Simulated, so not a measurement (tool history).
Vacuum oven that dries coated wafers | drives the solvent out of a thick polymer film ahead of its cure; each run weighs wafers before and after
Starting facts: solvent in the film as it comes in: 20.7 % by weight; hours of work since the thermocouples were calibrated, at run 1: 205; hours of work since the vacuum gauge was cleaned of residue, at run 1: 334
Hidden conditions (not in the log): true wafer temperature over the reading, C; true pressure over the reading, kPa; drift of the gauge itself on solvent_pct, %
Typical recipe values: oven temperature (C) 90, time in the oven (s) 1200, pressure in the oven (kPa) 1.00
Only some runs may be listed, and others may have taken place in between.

run   hour  oven temperature (C)  time in the oven (s)  pressure in the oven (kPa)  hours of work since the thermocouples were calibrated  hours of work since the vacuum gauge was cleaned of residue  solvent left in the film (%)
  1    0.0                    90                  1200                        1.00                                                    205                                                          334                          2.36
  2   19.7                    90                  1200                        1.00                                                    213                                                          342                          2.33
  3   36.9                    90                  1200                        1.00                                                    221                                                          350                          2.37
  4   50.2                    90                  1200                        1.00                                                    226                                                          355                          2.36
  5   68.0                    90                  1200                        1.00                                                    234                                                          363                          2.36
  6   88.0                    90                  1200                        1.00                                                    243                                                          372                          2.37
  7  105.6                    95                  1200                        1.00                                                    250                                                          379                          1.63
  8  122.4                    95                  1200                        1.00                                                    258                                                          386                          1.61
  9  141.5                    90                  1140                        1.00                                                    266                                                          395                          2.57
 10  161.4                    90                  1200                        1.00                                                    274                                                          403                          2.39
 11  182.0                    90                  1200                        2.51                                                    283                                                          412                          3.42
 12  192.9                    90                  1200                        2.51                                                    288                                                          417                          3.38
 13  210.2                    90                  1200                        1.00                                                    295                                                          424                          2.37
 14  222.9                    90                  1080                        1.00                                                    301                                                          430                          2.78
 15  239.1                    90                  1080                        1.00                                                    308                                                          437                          2.84
 16  248.5                    90                  1140                        1.00                                                    312                                                          441                          2.60
 17  260.4                    90                  1200                        0.58                                                    317                                                          446                          2.09
 18  274.3                    90                  1200                        1.24                                                    323                                                          452                          2.55
 19  292.7                    90                  1200                        1.00                                                    331                                                          460                          2.39
 20  307.5                    90                  1200                        1.00                                                    338                                                          467                          2.38
 21  318.2                    86                  1200                        1.00                                                    342                                                          471                          3.15
 22  330.2                    86                  1200                        1.00                                                    347                                                          476                          3.15
 23  347.6                    86                  1200                        1.00                                                    355                                                          484                          3.15
 24  368.7                    90                  1680                        1.47                                                    364                                                          493                          1.75
 25  382.8                    78                   660                        3.83                                                    370                                                          499                         10.62
 26  393.6                    87                   960                        1.00                                                    375                                                          504                          3.99
 27  405.6                    80                  1200                        2.86                                                    380                                                          509                          6.23
 28  423.0                    90                  1080                        0.64                                                    388                                                          516                          2.61
 29  435.2                    90                  1020                        1.29                                                    393                                                          522                          3.25
 30  452.1                    90                  1020                        1.29                                                    400                                                          529                          3.25
     454.7  -- vacuum gauge cleaned of residue and calibrated
 31  468.1                    99                   720                        0.72                                                    406                                                            6                          2.78
 32  482.2                    81                   660                        0.60                                                    412                                                           12                          7.38
 33  497.5                    78                   780                        1.00                                                    419                                                           19                          7.54
     519.1  -- vacuum gauge cleaned of residue and calibrated, once more
 34  519.1                    78                   780                        1.00                                                    428                                                            0                          7.45
 35  539.1                    77                   660                        1.69                                                    436                                                            9                          9.18
 36  551.9                    77                   660                        1.69                                                    442                                                           14                          9.21
 37  562.1                    77                   660                        1.69                                                    446                                                           19                          9.18
 38  579.6                    77                   660                        1.69                                                    454                                                           26                          9.19
 39  599.6                    77                   660                        1.69                                                    463                                                           35                          9.25
 40  619.2                    77                   660                        1.69                                                    471                                                           43                          9.26
 41  629.1                    77                   660                        1.69                                                    475                                                           48                          9.20
 42  647.5                    77                   660                        1.69                                                    483                                                           55                          9.26
 43  668.9                    90                  1020                        3.74                                                    493                                                           65                          4.82

Predict each of these 3 candidate next runs independently; none follows another, all start after run 43:
  A  690.3                    99                   840                        1.00                                                    502                                                           74                             ?
  B  690.3                    80                  1800                        2.26                                                    502                                                           74                             ?
  C  690.3                   100                  1800                        0.52                                                    502                                                           74                             ?

run  solvent left in the film (%)
  A                          2.26
  B                          3.94
  C                          0.38
What these runs would have given with no unlogged condition in the tool:
run  solvent left in the film (%)
  A                          2.16
  B                          3.80
  C                          0.37
